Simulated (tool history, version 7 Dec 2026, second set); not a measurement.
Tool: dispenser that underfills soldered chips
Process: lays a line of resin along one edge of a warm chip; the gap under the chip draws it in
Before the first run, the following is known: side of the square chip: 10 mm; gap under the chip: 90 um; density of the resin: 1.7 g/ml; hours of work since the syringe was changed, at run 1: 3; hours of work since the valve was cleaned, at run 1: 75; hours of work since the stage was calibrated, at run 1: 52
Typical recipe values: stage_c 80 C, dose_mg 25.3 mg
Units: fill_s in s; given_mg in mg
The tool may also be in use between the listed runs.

| run | hour | stage_c | dose_mg | hours of work since the syringe was changed | hours of work since the valve was cleaned | hours of work since the stage was calibrated | fill_s | given_mg |
|---|---|---|---|---|---|---|---|---|
| 1 | 0 | 80 | 25.3 | 3 | 75 | 52 | 32.3 | 24.27 |
| 2 | 6.6 | 80 | 25.3 | 8 | 80 | 57 | 40.4 | 24.19 |
| 3 | 10.2 | 93 | 25.3 | 10 | 83 | 59 | 27.5 | 24.22 |
|  | 11.6 | new syringe of resin |
| 4 | 16.6 | 93 | 25.3 | 4 | 87 | 64 | 19.5 | 24.22 |
| 5 | 23 | 80 | 25.3 | 8 | 92 | 68 | 41.7 | 24.07 |
| 6 | 25.9 | 80 | 25.3 | 10 | 94 | 70 | 46.5 | 24.02 |
|  | 27.8 | new syringe of resin |
| 7 | 32.2 | 80 | 25.3 | 3 | 98 | 74 | 32 | 23.98 |
| 8 | 37.9 | 80 | 25.3 | 7 | 102 | 79 | 38.3 | 24.08 |
| 9 | 40.8 | 80 | 25.3 | 9 | 104 | 81 | 43.1 | 23.96 |
|  | 44.3 | new syringe of resin |
| 10 | 44.7 | 80 | 25.3 | 0 | 107 | 83 | 28.3 | 23.72 |
| 11 | 48.2 | 80 | 25.3 | 3 | 109 | 86 | 31.7 | 23.83 |
| 12 | 53.1 | 80 | 25.3 | 6 | 113 | 89 | 36.7 | 23.78 |
| 13 | 56.4 | 73 | 25.3 | 9 | 115 | 92 | 55.9 | 23.89 |
|  | 60.8 | new syringe of resin |
| 14 | 62.1 | 73 | 25.3 | 1 | 119 | 95 | 37.2 | 23.75 |
| 15 | 66.8 | 73 | 25.3 | 4 | 122 | 99 | 45.1 | 23.59 |
| 16 | 72.5 | 80 | 25.3 | 8 | 127 | 103 | 41.4 | 23.6 |
|  | 76.8 | new syringe of resin |
| 17 | 76.8 | 80 | 26.9 | 0 | 129 | 106 | 27.2 | 25.1 |
| 18 | 82.8 | 80 | 25.3 | 4 | 134 | 110 | 34.1 | 23.52 |
| 19 | 88.4 | 66 | 25.3 | 8 | 138 | 114 | 75.2 | 23.48 |
| 20 | 92.1 | 66 | 25.3 | 11 | 140 | 117 | 84.9 | 23.56 |
|  | 93 | new syringe of resin |
|  | 96.8 | dispensing valve cleaned and set on the balance |
| 21 | 96.9 | 87 | 25.3 | 2 | 0 | 119 | 21.7 | 25.35 |
| 22 | 101.8 | 80 | 23.5 | 6 | 4 | 123 | 35 | 23.33 |
| 23 | 108.2 | 90 | 26.5 | 10 | 8 | 127 | 30.1 | 26.22 |
|  | 110 | new syringe of resin |
| 24 | 113.9 | 82 | 25.3 | 3 | 12 | 131 | 28.8 | 25 |
| 25 | 120.2 | 82 | 25.3 | 7 | 17 | 136 | 36.1 | 25.13 |
| 26 | 124.7 | 82 | 25.3 | 11 | 20 | 139 | 42.6 | 24.98 |
|  | 126.4 | new syringe of resin |
| 27 | 131.2 | 87 | 24.4 | 3 | 24 | 143 | 24.8 | 24.16 |
| 28 | 134.8 | 87 | 24.4 | 6 | 27 | 146 | 28.4 | 24 |
| 29 | 138.6 | 79 | 28.1 | 9 | 30 | 149 | 43.3 | 27.68 |
|  | 142.5 | new syringe of resin |
| 30 | 145.2 | 90 | 23.5 | 2 | 34 | 153 | 20.7 | 23.19 |
| 31 | 151.7 | 90 | 23.5 | 7 | 39 | 158 | 25.2 | 23.2 |
|  | 158.8 | new syringe of resin |
| 32 | 158.8 | 71 | 24.8 | 0 | 44 | 163 | 39.6 | 24.17 |
| 33 | 165.2 | 78 | 25.2 | 5 | 48 | 167 | 37.3 | 24.57 |
| 34 | 170.7 | 86 | 26.2 | 9 | 52 | 171 | 31.8 | 25.34 |
|  | 175.1 | new syringe of resin |
| 35 | 176.3 | 70 | 22.6 | 1 | 56 | 175 | 43.9 | 21.99 |
| 36 | 180.4 | 70 | 22.6 | 4 | 59 | 178 | 50.1 | 21.89 |

Predict each of these 3 candidate next runs independently; none follows another, all start after run 36:
| A | 184.3 | 94 | 26.7 | 7 | 62 | 181 | ? | ? |
| B | 184.3 | 82 | 25.3 | 7 | 62 | 181 | ? | ? |
| C | 184.3 | 70 | 22 | 7 | 62 | 181 | ? | ? |

| run | fill_s | given_mg |
|---|---|---|
| A | 21.8 | 25.92 |
| B | 35.1 | 24.52 |
| C | 59.7 | 21.28 |
The same runs, with their run-to-run variation unchanged, on a tool lacking any hidden condition would have given:
| run | fill_s | given_mg |
|---|---|---|
| A | 16.1 | 26.72 |
| B | 26 | 25.28 |
| C | 44.1 | 21.95 |

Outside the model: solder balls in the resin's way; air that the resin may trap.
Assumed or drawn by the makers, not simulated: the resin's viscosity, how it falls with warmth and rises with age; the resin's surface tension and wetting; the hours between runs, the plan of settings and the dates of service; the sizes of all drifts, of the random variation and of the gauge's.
